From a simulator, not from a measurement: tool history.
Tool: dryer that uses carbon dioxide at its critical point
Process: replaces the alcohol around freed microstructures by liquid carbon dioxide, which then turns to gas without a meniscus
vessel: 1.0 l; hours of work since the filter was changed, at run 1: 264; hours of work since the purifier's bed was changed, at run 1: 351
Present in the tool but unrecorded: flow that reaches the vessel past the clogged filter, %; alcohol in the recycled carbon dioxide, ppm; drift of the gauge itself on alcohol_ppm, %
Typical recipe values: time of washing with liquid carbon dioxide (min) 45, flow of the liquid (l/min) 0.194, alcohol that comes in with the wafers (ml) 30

run	hour	time of washing with liquid carbon dioxide (min)	flow of the liquid (l/min)	alcohol that comes in with the wafers (ml)	hours of work since the filter was changed	hours of work since the purifier's bed was changed	alcohol left in the vessel before it's heated (ppm by volume)
1	0	45	0.194	30	264	351	125
2	15.3	45	0.194	30	273	360	141
3	29.5	45	0.194	30	281	368	130
4	40.1	45	0.194	30	287	374	140
5	50.4	45	0.194	30	293	380	128
6	66	31	0.194	30	302	389	249
# hour 68.1: inlet filter changed
7	77.5	31	0.194	30	5	395	203
8	91.2	45	0.194	30	13	402	137
9	99.9	45	0.194	30	18	407	140
10	110.3	45	0.194	30	24	413	156
11	117.1	45	0.194	30	28	417	154
12	127.9	45	0.194	30	34	423	145
13	142	45	0.194	30	42	431	162
14	149.2	45	0.194	30	46	435	159
15	161.1	45	0.194	30	53	442	153
16	176.2	45	0.123	30	61	451	300
17	184.3	45	0.159	30	66	455	180
18	199	45	0.194	30	74	463	171
19	205.7	45	0.194	30	78	467	164
20	219	45	0.194	30	86	475	171
21	234.2	45	0.194	30	94	483	164
22	242.6	45	0.194	30	99	488	171
23	252.5	45	0.194	30	105	494	169
24	258.8	45	0.194	30	108	497	167
25	274.2	45	0.194	30	117	506	181
26	281.8	31	0.135	30	121	510	736
27	290.8	31	0.135	30	126	516	734
28	297.4	39	0.126	30	130	519	465
29	312	52	0.253	77	138	528	179
30	325.8	33	0.143	103	146	535	1367
31	338.9	45	0.194	32	153	543	195
32	350.2	45	0.13	47	160	549	380
33	363.2	45	0.13	47	167	557	389
34	373.6	33	0.294	46	173	562	199
35	382	48	0.167	26	178	567	205
36	390.4	48	0.167	36	183	572	207
37	398.5	58	0.125	37	187	577	237
38	407.2	70	0.125	40	192	582	202
39	415.3	38	0.279	22	197	586	194
40	426.9	40	0.194	30	203	593	224
41	433.2	45	0.311	40	207	596	197
42	445.8	45	0.311	40	214	603	211
43	455.4	48	0.222	40	220	609	205
44	467.5	48	0.222	40	226	616	217
45	480.9	54	0.317	23	234	623	214
46	493.8	38	0.174	76	241	631	376
47	508.9	68	0.308	77	250	639	221

What if the next run were any one of these 4? Each begins from the tool's condition after run 47:
A	519.9	32	0.274	41	256	645	?
B	519.9	45	0.322	86	256	645	?
C	519.9	45	0.145	43	256	645	?
D	519.9	45	0.243	30	256	645	?

run	alcohol left in the vessel before it's heated (ppm by volume)
A	229
B	217
C	312
D	219
Had the tool no hidden state, the same runs would have come out as:
run	alcohol left in the vessel before it's heated (ppm by volume)
A	12
B	4
C	69
D	7

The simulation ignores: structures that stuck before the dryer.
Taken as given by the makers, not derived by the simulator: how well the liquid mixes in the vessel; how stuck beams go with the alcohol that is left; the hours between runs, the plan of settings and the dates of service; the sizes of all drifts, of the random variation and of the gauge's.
